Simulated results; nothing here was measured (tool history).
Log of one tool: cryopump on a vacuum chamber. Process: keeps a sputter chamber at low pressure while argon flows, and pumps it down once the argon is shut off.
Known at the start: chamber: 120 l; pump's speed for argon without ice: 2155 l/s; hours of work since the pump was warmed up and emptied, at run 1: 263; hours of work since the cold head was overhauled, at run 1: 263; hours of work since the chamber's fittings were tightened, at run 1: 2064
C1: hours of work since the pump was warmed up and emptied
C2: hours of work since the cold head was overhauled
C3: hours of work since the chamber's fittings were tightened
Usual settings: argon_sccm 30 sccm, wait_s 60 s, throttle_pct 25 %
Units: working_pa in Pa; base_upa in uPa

run 1 day=0 | argon_sccm=30 wait_s=60 throttle_pct=25 | C1=263 C2=263 C3=2064 | working_pa=0.0972 base_upa=0.67
run 2 day=0.904 | argon_sccm=30 wait_s=24 throttle_pct=25 | C1=280 C2=280 C3=2081 | working_pa=0.0972 base_upa=1.18
run 3 day=1.471 | argon_sccm=30 wait_s=24 throttle_pct=25 | C1=291 C2=291 C3=2092 | working_pa=0.0966 base_upa=1.19
run 4 day=1.925 | argon_sccm=30 wait_s=60 throttle_pct=25 | C1=300 C2=300 C3=2101 | working_pa=0.096 base_upa=0.64
run 5 day=2.667 | argon_sccm=30 wait_s=60 throttle_pct=25 | C1=315 C2=315 C3=2116 | working_pa=0.0978 base_upa=0.64
run 6 day=3.704 | argon_sccm=30 wait_s=60 throttle_pct=25 | C1=335 C2=335 C3=2136 | working_pa=0.0978 base_upa=0.64
run 7 day=4.308 | argon_sccm=32 wait_s=60 throttle_pct=25 | C1=347 C2=347 C3=2148 | working_pa=0.1033 base_upa=0.66
run 8 day=4.921 | argon_sccm=30 wait_s=35 throttle_pct=25 | C1=359 C2=359 C3=2160 | working_pa=0.0978 base_upa=0.93
run 9 day=5.879 | argon_sccm=30 wait_s=60 throttle_pct=25 | C1=377 C2=377 C3=2178 | working_pa=0.0982 base_upa=0.64
run 10 day=6.888 | argon_sccm=30 wait_s=60 throttle_pct=44 | C1=397 C2=397 C3=2198 | working_pa=0.0567 base_upa=0.67
run 11 day=7.471 | argon_sccm=30 wait_s=60 throttle_pct=44 | C1=408 C2=408 C3=2210 | working_pa=0.0569 base_upa=0.67
run 12 day=8.367 | argon_sccm=30 wait_s=60 throttle_pct=44 | C1=426 C2=426 C3=2227 | working_pa=0.0564 base_upa=0.67
run 13 day=8.833 | argon_sccm=52 wait_s=155 throttle_pct=43 | C1=435 C2=435 C3=2236 | working_pa=0.1002 base_upa=0.45
run 14 day=9.912 | argon_sccm=52 wait_s=155 throttle_pct=43 | C1=456 C2=456 C3=2257 | working_pa=0.1016 base_upa=0.49
run 15 day=10.746 | argon_sccm=57 wait_s=253 throttle_pct=25 | C1=472 C2=472 C3=2273 | working_pa=0.1864 base_upa=0.39
run 16 day=11.258 | argon_sccm=16 wait_s=44 throttle_pct=36 | C1=482 C2=482 C3=2283 | working_pa=0.0362 base_upa=0.79
run 17 day=12.204 | argon_sccm=41 wait_s=57 throttle_pct=21 | C1=501 C2=501 C3=2302 | working_pa=0.1599 base_upa=0.69
run 18 day=12.758 | argon_sccm=14 wait_s=69 throttle_pct=52 | C1=512 C2=512 C3=2313 | working_pa=0.0233 base_upa=0.59
run 19 day=13.667 | argon_sccm=14 wait_s=101 throttle_pct=19 | C1=529 C2=529 C3=2330 | working_pa=0.0592 base_upa=0.53
run 20 day=14.475 | argon_sccm=14 wait_s=101 throttle_pct=19 | C1=545 C2=545 C3=2346 | working_pa=0.0596 base_upa=0.56
run 21 day=15.179 | argon_sccm=14 wait_s=101 throttle_pct=17 | C1=559 C2=559 C3=2360 | working_pa=0.0674 base_upa=0.55
run 22 day=16.183 | argon_sccm=31 wait_s=60 throttle_pct=37 | C1=578 C2=578 C3=2380 | working_pa=0.0709 base_upa=0.7
run 23 day=16.662 | argon_sccm=31 wait_s=31 throttle_pct=31 | C1=588 C2=588 C3=2389 | working_pa=0.0839 base_upa=1.02
run 24 day=17.146 | argon_sccm=15 wait_s=235 throttle_pct=35 | C1=597 C2=597 C3=2398 | working_pa=0.0361 base_upa=0.45

Forecast each of these 5 alternatives for the next run:
run A day=17.671 | argon_sccm=33 wait_s=55 throttle_pct=34 | C1=607 C2=607 C3=2409 | working_pa=? base_upa=?
run B day=17.671 | argon_sccm=44 wait_s=66 throttle_pct=35 | C1=607 C2=607 C3=2409 | working_pa=? base_upa=?
run C day=17.671 | argon_sccm=30 wait_s=54 throttle_pct=25 | C1=607 C2=607 C3=2409 | working_pa=? base_upa=?
run D day=17.671 | argon_sccm=15 wait_s=61 throttle_pct=35 | C1=607 C2=607 C3=2409 | working_pa=? base_upa=?
run E day=17.671 | argon_sccm=33 wait_s=235 throttle_pct=26 | C1=607 C2=607 C3=2409 | working_pa=? base_upa=?

run=A working_pa=0.0817 base_upa=0.72
run=B working_pa=0.1054 base_upa=0.62
run=C working_pa=0.0995 base_upa=0.72
run=D working_pa=0.0357 base_upa=0.72
run=E working_pa=0.105 base_upa=0.4
Without the tool's hidden state the same runs would have given:
run=A working_pa=0.0762 base_upa=0.51
run=B working_pa=0.0981 base_upa=0.42
run=C working_pa=0.0945 base_upa=0.52
run=D working_pa=0.0332 base_upa=0.51
run=E working_pa=0.0995 base_upa=0.2
